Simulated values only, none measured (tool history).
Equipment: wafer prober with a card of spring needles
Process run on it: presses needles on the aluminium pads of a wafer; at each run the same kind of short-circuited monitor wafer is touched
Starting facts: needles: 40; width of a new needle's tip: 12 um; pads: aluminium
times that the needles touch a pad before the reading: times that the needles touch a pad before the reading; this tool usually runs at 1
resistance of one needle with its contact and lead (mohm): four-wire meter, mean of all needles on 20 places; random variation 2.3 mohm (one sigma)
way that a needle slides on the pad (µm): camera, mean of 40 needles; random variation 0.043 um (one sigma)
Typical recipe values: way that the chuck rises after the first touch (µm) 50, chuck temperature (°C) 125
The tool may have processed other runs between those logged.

run,day,way that the chuck rises after the first touch (µm),chuck temperature (°C),times that the needles touch a pad before the reading,resistance of one needle with its contact and lead (mohm),way that a needle slides on the pad (µm)
1,0.000,50,125,1,272,10.12
# day 0.983: tips cleaned on abrasive film
2,1.004,50,125,1,275,10.07
3,1.842,50,125,1,298,10.13
# day 2.079: tips cleaned on abrasive film
4,2.762,50,125,1,299,10.11
# day 3.162: tips cleaned on abrasive film
5,3.467,50,125,1,287,10.05
# day 4.262: tips cleaned on abrasive film
6,4.262,50,125,1,265,10.09
7,5.267,50,125,1,304,10.15
# day 5.396: tips cleaned on abrasive film
8,6.238,32,125,2,318,6.46
# day 6.492: tips cleaned on abrasive film
9,7.000,32,125,2,303,6.35
# day 7.600: tips cleaned on abrasive film
10,7.767,50,32,1,259,10.01
11,8.512,35,32,1,318,6.98

Each row is a separate what-if for the run after 11, all from the same tool condition, not one after another. Results?
# day 8.675: tips cleaned on abrasive film
A,9.471,35,106,1,?,?
# day 8.675: tips cleaned on abrasive film
B,9.471,34,32,1,?,?
# day 8.675: tips cleaned on abrasive film
C,9.471,66,64,2,?,?
# day 8.675: tips cleaned on abrasive film
D,9.471,35,32,1,?,?

run,resistance of one needle with its contact and lead (mohm),way that a needle slides on the pad (µm)
A,330,6.90
B,318,6.78
C,261,13.30
D,313,7.00
With no hidden state in the tool, these same runs would have given:
run,resistance of one needle with its contact and lead (mohm),way that a needle slides on the pad (µm)
A,267,7.08
B,244,6.96
C,246,13.48
D,243,7.17

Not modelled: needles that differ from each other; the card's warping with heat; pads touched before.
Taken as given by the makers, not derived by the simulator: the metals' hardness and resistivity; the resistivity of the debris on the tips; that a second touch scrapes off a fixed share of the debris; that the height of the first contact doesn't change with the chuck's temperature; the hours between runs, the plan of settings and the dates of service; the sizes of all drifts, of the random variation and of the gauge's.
